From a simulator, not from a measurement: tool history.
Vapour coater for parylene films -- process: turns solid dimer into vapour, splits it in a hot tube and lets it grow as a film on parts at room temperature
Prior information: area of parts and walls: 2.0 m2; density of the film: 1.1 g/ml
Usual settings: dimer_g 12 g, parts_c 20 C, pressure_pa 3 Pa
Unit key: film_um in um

run	hour	dimer_g	parts_c	pressure_pa	film_um
1	0	12	20	3	3.63
2	20.4	12	16	3	4.01
3	31.2	12	20	5.29	3.15
4	53.8	12	20	3	3.58
5	64.4	12	20	5.3	3.17
6	86.4	12	20	5.3	3.13
7	99.2	15	20	3	4.42
8	124.2	12	20	3	3.57
9	139	13	20	3	3.87
10	151.2	13	20	3	3.83
11	175.2	21	20	3	6.3
12	200.3	6	20	3	1.76
13	219.5	6	27	3	1.47
14	231.4	6	27	3	1.44
15	245.3	6	20	3	1.77
16	260	12	20	3	3.54
17	282.9	12	20	3	3.55
18	306.7	12	20	3	3.58
19	332.7	12	20	3	3.52
20	346	12	20	3	3.5
21	370.4	12	20	3	3.51
# hour 373.7: table's thermometer calibrated
22	397	12	20	3	3.43
23	410.4	12	20	3	3.45
24	427.4	12	20	3	3.4
25	451.8	12	20	3	3.42
26	476.5	12	16	7.3	3.13
27	495	12	16	7.3	3.12
28	506.2	16	23	9.27	3.3
# hour 517.9: table's thermometer calibrated, once more
29	517.9	16	23	9.27	3.31
30	541	22	17	4.11	6.37
31	557.7	22	17	2.17	7.45
32	570.1	22	17	2.17	7.4
33	590.3	11	20	3	3.19
34	607.6	20	20	2.37	6.06
35	622.8	13	17	6.77	3.31
36	642.8	6	16	6.46	1.61
37	662.2	12	20	2.49	3.53
38	682.6	22	18	3	6.61
39	703.8	16	32	5.47	2.88
40	729.4	16	17	6.97	4.09
41	754.8	9	15	3	2.92
42	779.6	9	15	3	2.88
43	791.9	14	20	3	3.99
44	811.1	14	13	3	4.81
45	823.8	20	28	2.16	4.94
46	834.4	19	28	2.16	4.64
47	850.6	7	21	3.46	1.85

Measured result minus the same run's result without the hidden state. Both carry the same run-to-run variation, though not necessarily the same gauge scatter:
Unlogged tool condition in this case: vapour lost through the trap's worn valve, %; true temperature of the parts over the reading, C; drift of the gauge itself on film_um, %.
run	film_um
1	-0.07
2	-0.08
3	-0.06
4	-0.08
5	-0.07
6	-0.08
7	-0.11
8	-0.1
9	-0.11
10	-0.12
11	-0.2
12	-0.06
13	-0.05
14	-0.06
15	-0.06
16	-0.14
17	-0.15
18	-0.15
19	-0.16
20	-0.16
21	-0.17
22	-0.19
23	-0.2
24	-0.19
25	-0.2
26	-0.19
27	-0.2
28	-0.21
29	-0.19
30	-0.38
31	-0.45
32	-0.46
33	-0.21
34	-0.4
35	-0.22
36	-0.11
37	-0.25
38	-0.47
39	-0.21
40	-0.3
41	-0.23
42	-0.24
43	-0.32
44	-0.4
45	-0.41
46	-0.39
47	-0.17
